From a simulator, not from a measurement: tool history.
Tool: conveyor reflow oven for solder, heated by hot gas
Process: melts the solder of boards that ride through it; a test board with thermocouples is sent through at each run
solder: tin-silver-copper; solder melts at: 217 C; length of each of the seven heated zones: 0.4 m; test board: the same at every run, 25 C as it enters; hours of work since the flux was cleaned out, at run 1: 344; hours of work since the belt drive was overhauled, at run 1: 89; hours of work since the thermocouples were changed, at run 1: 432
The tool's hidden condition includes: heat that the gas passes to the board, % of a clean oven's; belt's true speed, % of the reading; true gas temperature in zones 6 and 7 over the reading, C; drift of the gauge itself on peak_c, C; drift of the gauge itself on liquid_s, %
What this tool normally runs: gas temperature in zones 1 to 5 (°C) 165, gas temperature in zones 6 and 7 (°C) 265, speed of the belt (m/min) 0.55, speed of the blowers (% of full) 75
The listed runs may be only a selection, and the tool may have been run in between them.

| run | hour | gas temperature in zones 1 to 5 (°C) | gas temperature in zones 6 and 7 (°C) | speed of the belt (m/min) | speed of the blowers (% of full) | hours of work since the flux was cleaned out | hours of work since the belt drive was overhauled | hours of work since the thermocouples were changed | highest temperature of the board (°C) | time above the solder's melting point (s) |
|---|---|---|---|---|---|---|---|---|---|---|
| 1 | 0 | 165 | 265 | 0.55 | 75 | 344 | 89 | 432 | 254.2 | 66 |
| 2 | 6.6 | 165 | 265 | 0.55 | 75 | 348 | 94 | 436 | 254.4 | 66.3 |
| 3 | 15.7 | 165 | 265 | 0.55 | 75 | 354 | 99 | 442 | 253.6 | 66.1 |
| 4 | 25.8 | 165 | 265 | 0.55 | 83 | 360 | 106 | 448 | 255.3 | 67.3 |
| 5 | 34.1 | 165 | 265 | 0.55 | 83 | 366 | 111 | 454 | 256.1 | 67.4 |
| 6 | 42.5 | 165 | 265 | 0.55 | 83 | 371 | 116 | 459 | 255 | 67.3 |
| 7 | 49.6 | 165 | 265 | 0.47 | 75 | 375 | 121 | 463 | 257.6 | 82.1 |
|  | 57.6 | flux residue cleaned out of gas plates and filters |
| 8 | 61.1 | 165 | 269 | 0.47 | 75 | 2 | 125 | 467 | 261.9 | 84.1 |
| 9 | 70.6 | 165 | 265 | 0.55 | 75 | 8 | 131 | 473 | 255 | 66.8 |
| 10 | 75.1 | 165 | 265 | 0.55 | 75 | 11 | 133 | 476 | 254 | 65.6 |
| 11 | 80.7 | 165 | 265 | 0.55 | 75 | 14 | 137 | 480 | 254.4 | 66 |
| 12 | 85.4 | 165 | 265 | 0.55 | 57 | 17 | 140 | 483 | 250.4 | 62.4 |
| 13 | 90.7 | 165 | 265 | 0.55 | 57 | 21 | 143 | 486 | 250.4 | 62.9 |
| 14 | 98.1 | 165 | 265 | 0.55 | 57 | 25 | 148 | 491 | 251.5 | 62 |
| 15 | 105.9 | 165 | 265 | 0.55 | 57 | 30 | 153 | 495 | 251.4 | 62.2 |
| 16 | 112.9 | 165 | 265 | 0.55 | 57 | 35 | 157 | 500 | 250.7 | 61.9 |
| 17 | 122.6 | 157 | 265 | 0.55 | 81 | 41 | 163 | 506 | 255.1 | 63.8 |
| 18 | 131.1 | 162 | 265 | 0.476 | 81 | 46 | 168 | 511 | 258.5 | 80.5 |
| 19 | 138.7 | 165 | 254 | 0.496 | 75 | 51 | 173 | 516 | 245.8 | 67.7 |
| 20 | 145.5 | 165 | 259 | 0.55 | 83 | 55 | 177 | 520 | 249.6 | 63.1 |
| 21 | 151.5 | 170 | 268 | 0.514 | 64 | 59 | 181 | 524 | 257.4 | 75.3 |
| 22 | 161.7 | 170 | 268 | 0.514 | 64 | 65 | 188 | 530 | 257.7 | 74.4 |
| 23 | 170.8 | 170 | 268 | 0.514 | 64 | 71 | 193 | 536 | 256.9 | 75 |
| 24 | 174.9 | 161 | 272 | 0.507 | 64 | 73 | 196 | 539 | 261 | 74.4 |
| 25 | 182.3 | 165 | 262 | 0.455 | 75 | 78 | 200 | 543 | 255.8 | 83.2 |
| 26 | 187.6 | 165 | 265 | 0.546 | 75 | 81 | 204 | 547 | 254.8 | 66.7 |
| 27 | 196.3 | 165 | 265 | 0.546 | 75 | 87 | 209 | 552 | 254.7 | 66.3 |
| 28 | 202.1 | 178 | 277 | 0.553 | 62 | 90 | 213 | 556 | 265.2 | 75.9 |
| 29 | 212.1 | 169 | 265 | 0.55 | 75 | 97 | 219 | 562 | 255.4 | 67.5 |

5 options for the next run, each taken on its own from the tool as it stands now. Forecast them:
| A | 219.2 | 165 | 275 | 0.55 | 54 | 101 | 224 | 566 | ? | ? |
| B | 219.2 | 160 | 265 | 0.55 | 67 | 101 | 224 | 566 | ? | ? |
| C | 219.2 | 176 | 276 | 0.456 | 75 | 101 | 224 | 566 | ? | ? |
| D | 219.2 | 169 | 265 | 0.487 | 75 | 101 | 224 | 566 | ? | ? |
| E | 219.2 | 168 | 265 | 0.581 | 75 | 101 | 224 | 566 | ? | ? |

| run | highest temperature of the board (°C) | time above the solder's melting point (s) |
|---|---|---|
| A | 259.7 | 67.9 |
| B | 253.1 | 62.3 |
| C | 269.5 | 96 |
| D | 256.9 | 79.6 |
| E | 253.1 | 62 |
Take away the tool's hidden state, keep each run's random variation, and the runs would have read:
| run | highest temperature of the board (°C) | time above the solder's melting point (s) |
|---|---|---|
| A | 259.8 | 68 |
| B | 253.3 | 62.4 |
| C | 269.7 | 96.1 |
| D | 257.1 | 79.7 |
| E | 253.3 | 62.2 |

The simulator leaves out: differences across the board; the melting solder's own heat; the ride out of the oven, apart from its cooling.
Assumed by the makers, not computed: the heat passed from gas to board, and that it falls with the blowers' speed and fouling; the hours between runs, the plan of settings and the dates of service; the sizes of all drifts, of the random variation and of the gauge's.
